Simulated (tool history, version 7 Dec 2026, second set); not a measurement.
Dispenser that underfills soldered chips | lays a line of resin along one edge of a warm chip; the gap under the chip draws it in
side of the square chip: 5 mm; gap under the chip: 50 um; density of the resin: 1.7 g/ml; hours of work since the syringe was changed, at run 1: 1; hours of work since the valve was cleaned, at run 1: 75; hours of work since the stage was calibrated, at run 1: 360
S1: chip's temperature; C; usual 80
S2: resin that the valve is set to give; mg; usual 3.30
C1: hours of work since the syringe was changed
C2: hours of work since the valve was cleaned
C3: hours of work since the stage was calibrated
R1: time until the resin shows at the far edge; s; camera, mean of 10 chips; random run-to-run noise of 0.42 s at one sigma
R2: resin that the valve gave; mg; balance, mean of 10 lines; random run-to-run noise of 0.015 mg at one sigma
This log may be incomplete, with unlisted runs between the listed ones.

{"run": 1, "hour": 0.0, "S1": 80, "S2": 3.3, "C1": 1, "C2": 75, "C3": 360, "R1": 30.3, "R2": 3.09}
{"hour": 7.5, "done": "new syringe of resin"}
{"run": 2, "hour": 11.7, "S1": 80, "S2": 3.3, "C1": 3, "C2": 84, "C3": 368, "R1": 34.0, "R2": 3.03}
{"hour": 17.3, "done": "new syringe of resin"}
{"run": 3, "hour": 18.0, "S1": 80, "S2": 3.3, "C1": 0, "C2": 88, "C3": 373, "R1": 28.0, "R2": 3.03}
{"hour": 21.9, "done": "dispensing valve cleaned and set on the balance"}
{"hour": 27.7, "done": "new syringe of resin"}
{"run": 4, "hour": 29.8, "S1": 80, "S2": 2.89, "C1": 2, "C2": 6, "C3": 380, "R1": 30.9, "R2": 2.87}
{"hour": 37.3, "done": "new syringe of resin"}
{"run": 5, "hour": 37.3, "S1": 80, "S2": 2.89, "C1": 0, "C2": 11, "C3": 386, "R1": 28.1, "R2": 2.85}
{"hour": 46.6, "done": "new syringe of resin"}
{"run": 6, "hour": 47.2, "S1": 68, "S2": 3.3, "C1": 0, "C2": 18, "C3": 393, "R1": 41.0, "R2": 3.25}
{"run": 7, "hour": 55.4, "S1": 68, "S2": 3.3, "C1": 7, "C2": 24, "C3": 399, "R1": 63.0, "R2": 3.22}
{"hour": 56.3, "done": "new syringe of resin"}
{"hour": 65.6, "done": "new syringe of resin"}
{"run": 8, "hour": 66.9, "S1": 68, "S2": 4.17, "C1": 1, "C2": 32, "C3": 407, "R1": 41.6, "R2": 4.04}
{"hour": 75.4, "done": "new syringe of resin"}
{"run": 9, "hour": 79.2, "S1": 68, "S2": 4.17, "C1": 3, "C2": 41, "C3": 416, "R1": 46.6, "R2": 4.01}
{"hour": 85.1, "done": "new syringe of resin"}
{"run": 10, "hour": 88.4, "S1": 68, "S2": 3.17, "C1": 2, "C2": 48, "C3": 422, "R1": 48.9, "R2": 3.03}
{"hour": 94.7, "done": "new syringe of resin"}
{"run": 11, "hour": 94.7, "S1": 68, "S2": 3.17, "C1": 0, "C2": 52, "C3": 427, "R1": 39.0, "R2": 3.02}
{"hour": 104.2, "done": "new syringe of resin"}
{"run": 12, "hour": 107.0, "S1": 68, "S2": 3.17, "C1": 2, "C2": 61, "C3": 436, "R1": 46.4, "R2": 3.01}
{"hour": 113.9, "done": "new syringe of resin"}
{"run": 13, "hour": 115.9, "S1": 68, "S2": 3.17, "C1": 1, "C2": 67, "C3": 442, "R1": 43.4, "R2": 2.95}
{"hour": 123.4, "done": "new syringe of resin"}
{"run": 14, "hour": 125.6, "S1": 68, "S2": 3.17, "C1": 2, "C2": 74, "C3": 449, "R1": 45.3, "R2": 2.95}
{"hour": 132.8, "done": "new syringe of resin"}
{"run": 15, "hour": 135.1, "S1": 68, "S2": 3.17, "C1": 2, "C2": 81, "C3": 456, "R1": 44.0, "R2": 2.93}
{"hour": 142.6, "done": "new syringe of resin"}
{"run": 16, "hour": 143.2, "S1": 76, "S2": 3.1, "C1": 0, "C2": 87, "C3": 462, "R1": 31.7, "R2": 2.84}
{"hour": 149.8, "done": "dispensing valve cleaned and set on the balance"}
{"run": 17, "hour": 152.4, "S1": 91, "S2": 3.1, "C1": 7, "C2": 2, "C3": 468, "R1": 31.8, "R2": 3.09}
{"hour": 153.5, "done": "new syringe of resin"}
{"run": 18, "hour": 161.2, "S1": 83, "S2": 3.16, "C1": 6, "C2": 8, "C3": 474, "R1": 37.3, "R2": 3.13}
{"hour": 163.1, "done": "new syringe of resin"}
{"hour": 172.6, "done": "new syringe of resin"}
{"run": 19, "hour": 173.1, "S1": 66, "S2": 4.16, "C1": 0, "C2": 17, "C3": 482, "R1": 40.5, "R2": 4.11}
{"run": 20, "hour": 181.3, "S1": 66, "S2": 4.16, "C1": 6, "C2": 23, "C3": 488, "R1": 63.3, "R2": 4.05}
{"hour": 182.1, "done": "new syringe of resin"}
{"run": 21, "hour": 188.1, "S1": 76, "S2": 3.92, "C1": 4, "C2": 27, "C3": 493, "R1": 42.0, "R2": 3.81}
{"hour": 191.5, "done": "new syringe of resin"}
{"run": 22, "hour": 197.6, "S1": 76, "S2": 3.92, "C1": 4, "C2": 34, "C3": 500, "R1": 40.1, "R2": 3.8}
{"hour": 200.7, "done": "new syringe of resin"}
{"run": 23, "hour": 207.3, "S1": 79, "S2": 3.55, "C1": 5, "C2": 41, "C3": 507, "R1": 39.2, "R2": 3.41}
{"hour": 210.4, "done": "new syringe of resin"}
{"run": 24, "hour": 218.1, "S1": 79, "S2": 3.55, "C1": 6, "C2": 49, "C3": 515, "R1": 42.9, "R2": 3.39}
{"hour": 219.7, "done": "new syringe of resin"}
{"hour": 228.9, "done": "new syringe of resin"}
{"run": 25, "hour": 229.3, "S1": 72, "S2": 3.58, "C1": 0, "C2": 57, "C3": 523, "R1": 34.1, "R2": 3.4}
{"hour": 238.3, "done": "new syringe of resin"}
{"run": 26, "hour": 240.9, "S1": 72, "S2": 3.58, "C1": 2, "C2": 65, "C3": 531, "R1": 37.6, "R2": 3.36}
{"hour": 245.1, "done": "stage's temperature calibrated"}
{"hour": 248.8, "done": "new syringe of resin"}
{"run": 27, "hour": 249.4, "S1": 69, "S2": 2.93, "C1": 0, "C2": 70, "C3": 3, "R1": 43.6, "R2": 2.72}
{"run": 28, "hour": 256.8, "S1": 75, "S2": 3.02, "C1": 6, "C2": 76, "C3": 8, "R1": 53.2, "R2": 2.81}
{"hour": 258.6, "done": "new syringe of resin"}
{"run": 29, "hour": 262.8, "S1": 77, "S2": 4.17, "C1": 3, "C2": 80, "C3": 13, "R1": 38.6, "R2": 3.85}

How would selected steps in R1 from run to run divide? Give the signed amount a tool lacking its hidden state would still show from settings, what came in and random variation, and the signed amount left for the hidden state, including any gauge scatter that is not in both of the compared results.
Unlogged tool condition in this case: resin's viscosity, % of fresh resin's; dose that the valve gives, % of what is set; true chip temperature over the reading, C; drift of the gauge itself on fill_s, %; drift of the gauge itself on given_mg, %.
Run 6 -> 7: no setting changed, nothing entered. R1 +22.0 s: hidden state +22.7, all else -0.7.
Run 19 -> 20: no setting changed, nothing entered. R1 +22.8 s: hidden state +22.8, all else +0.0.
